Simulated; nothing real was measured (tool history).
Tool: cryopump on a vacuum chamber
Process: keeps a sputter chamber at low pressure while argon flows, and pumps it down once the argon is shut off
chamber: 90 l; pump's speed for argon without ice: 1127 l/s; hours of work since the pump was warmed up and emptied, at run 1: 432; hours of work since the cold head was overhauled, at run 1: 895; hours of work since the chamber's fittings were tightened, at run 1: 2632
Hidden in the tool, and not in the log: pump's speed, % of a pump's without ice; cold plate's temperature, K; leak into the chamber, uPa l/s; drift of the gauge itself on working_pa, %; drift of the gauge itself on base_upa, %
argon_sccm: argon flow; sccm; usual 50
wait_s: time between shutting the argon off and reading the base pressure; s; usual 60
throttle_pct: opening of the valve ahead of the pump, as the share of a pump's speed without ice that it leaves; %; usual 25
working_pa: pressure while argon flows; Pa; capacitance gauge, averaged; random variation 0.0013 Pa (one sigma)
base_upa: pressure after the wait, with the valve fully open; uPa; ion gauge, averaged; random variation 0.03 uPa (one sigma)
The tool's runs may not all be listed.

| run | hour | argon_sccm | wait_s | throttle_pct | hours of work since the pump was warmed up and emptied | hours of work since the cold head was overhauled | hours of work since the chamber's fittings were tightened | working_pa | base_upa |
|---|---|---|---|---|---|---|---|---|---|
| 1 | 0 | 50 | 60 | 25 | 432 | 895 | 2632 | 0.315 | 1.85 |
|  | 32.1 | pump warmed up, emptied and cooled again |
| 2 | 49.3 | 50 | 60 | 17 | 15 | 934 | 2670 | 0.4415 | 1.77 |
| 3 | 75.1 | 50 | 60 | 17 | 37 | 956 | 2692 | 0.442 | 1.78 |
| 4 | 103.6 | 50 | 60 | 17 | 62 | 981 | 2717 | 0.444 | 1.75 |
| 5 | 142.9 | 50 | 60 | 17 | 96 | 1015 | 2751 | 0.4459 | 1.79 |
| 6 | 172.4 | 50 | 60 | 25 | 121 | 1040 | 2776 | 0.3044 | 1.81 |
| 7 | 207.2 | 50 | 60 | 25 | 151 | 1070 | 2806 | 0.3056 | 1.84 |
| 8 | 264.1 | 50 | 194 | 25 | 201 | 1120 | 2856 | 0.3054 | 0.98 |
| 9 | 314.9 | 50 | 194 | 25 | 245 | 1163 | 2900 | 0.3088 | 1.03 |
| 10 | 347.9 | 100 | 34 | 24 | 273 | 1192 | 2928 | 0.6486 | 2.79 |
| 11 | 383.1 | 29 | 190 | 25 | 304 | 1222 | 2959 | 0.181 | 1.07 |
| 12 | 414.8 | 29 | 190 | 21 | 331 | 1250 | 2986 | 0.2141 | 1.04 |
| 13 | 449.4 | 29 | 190 | 21 | 361 | 1280 | 3016 | 0.215 | 1.11 |
|  | 481.7 | leaking fittings of the chamber tightened, without venting |
| 14 | 508.2 | 58 | 169 | 33 | 410 | 1329 | 23 | 0.2835 | 0.8 |
|  | 568.1 | pump warmed up, emptied and cooled again |
| 15 | 574.6 | 40 | 216 | 45 | 6 | 1382 | 76 | 0.1346 | 0.63 |
| 16 | 630.6 | 36 | 22 | 25 | 54 | 1430 | 124 | 0.2185 | 3.63 |
| 17 | 670 | 50 | 60 | 47 | 88 | 1464 | 158 | 0.1645 | 1.52 |

4 ways to go on from here, each from the tool as it stands after run 17. What would each give?
| A | 708 | 50 | 39 | 59 | 121 | 1497 | 191 | ? | ? |
| B | 708 | 25 | 166 | 37 | 121 | 1497 | 191 | ? | ? |
| C | 708 | 49 | 210 | 15 | 121 | 1497 | 191 | ? | ? |
| D | 708 | 29 | 60 | 47 | 121 | 1497 | 191 | ? | ? |

| run | working_pa | base_upa |
|---|---|---|
| A | 0.1315 | 2.24 |
| B | 0.103 | 0.76 |
| C | 0.4943 | 0.67 |
| D | 0.0954 | 1.54 |
Without the tool's hidden state the same runs would have given:
| run | working_pa | base_upa |
|---|---|---|
| A | 0.1263 | 2.17 |
| B | 0.1004 | 0.69 |
| C | 0.4892 | 0.59 |
| D | 0.0924 | 1.46 |
